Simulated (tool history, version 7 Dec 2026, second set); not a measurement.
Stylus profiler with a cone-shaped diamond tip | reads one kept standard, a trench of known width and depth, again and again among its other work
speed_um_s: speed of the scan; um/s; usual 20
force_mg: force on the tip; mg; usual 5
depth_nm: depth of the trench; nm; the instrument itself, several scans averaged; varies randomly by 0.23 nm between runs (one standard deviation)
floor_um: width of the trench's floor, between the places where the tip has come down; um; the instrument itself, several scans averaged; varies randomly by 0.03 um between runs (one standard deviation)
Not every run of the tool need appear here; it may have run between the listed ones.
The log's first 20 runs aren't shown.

run     day  speed_um_s  force_mg  scans with this tip  hours of work since the height scale was calibrated  depth_nm  floor_um
 21  16.529           7      3.31                 5073                                                   36   1008.11     45.07
 22  17.196          34      2.05                 5197                                                   47    1006.2     44.88
     17.892  -- height scale calibrated on a step standard, once more
 23  18.146          12      3.83                 5371                                                    4   1007.29     44.98
 24  19.021          21     14.08                 5534                                                   19   1017.12     44.94
 25  20.133           6      4.47                 5742                                                   38   1008.04     44.95
 26  20.742           8     10.34                 5856                                                   48   1014.35      44.9
 27  21.617          16         5                 6019                                                   63   1008.75     44.79
 28  22.117          42         5                 6113                                                   71   1009.23     44.75
 29  23.158          42         5                 6307                                                   89   1008.94     44.72
 30  23.746          42         5                 6417                                                   99   1008.96     44.73
 31    24.4          67      5.18                 6539                                                  110   1009.14     44.61
 32  25.162          32         5                 6682                                                  123   1009.31     44.69
 33  26.046          32         5                 6847                                                  137   1009.19      44.6
 34  27.154          32         5                 7054                                                  156   1009.27     44.62
 35  28.258           8      3.77                 7260                                                  175    1007.4     44.71
 36  29.017           8      3.77                 7402                                                  188   1007.59     44.76
 37  30.004           8      3.77                 7586                                                  204   1007.36     44.62

Run 38 has not been measured yet. What should we expect?
 38  30.692          20      3.74                 7714                                                  216         ?         ?

{"run 38": {"depth_nm": 1007.8, "floor_um": 44.62}}
With the hidden condition absent and the run-to-run variation left alone, this run would have shown depth_nm 1007.13 nm, floor_um 45.92 um.

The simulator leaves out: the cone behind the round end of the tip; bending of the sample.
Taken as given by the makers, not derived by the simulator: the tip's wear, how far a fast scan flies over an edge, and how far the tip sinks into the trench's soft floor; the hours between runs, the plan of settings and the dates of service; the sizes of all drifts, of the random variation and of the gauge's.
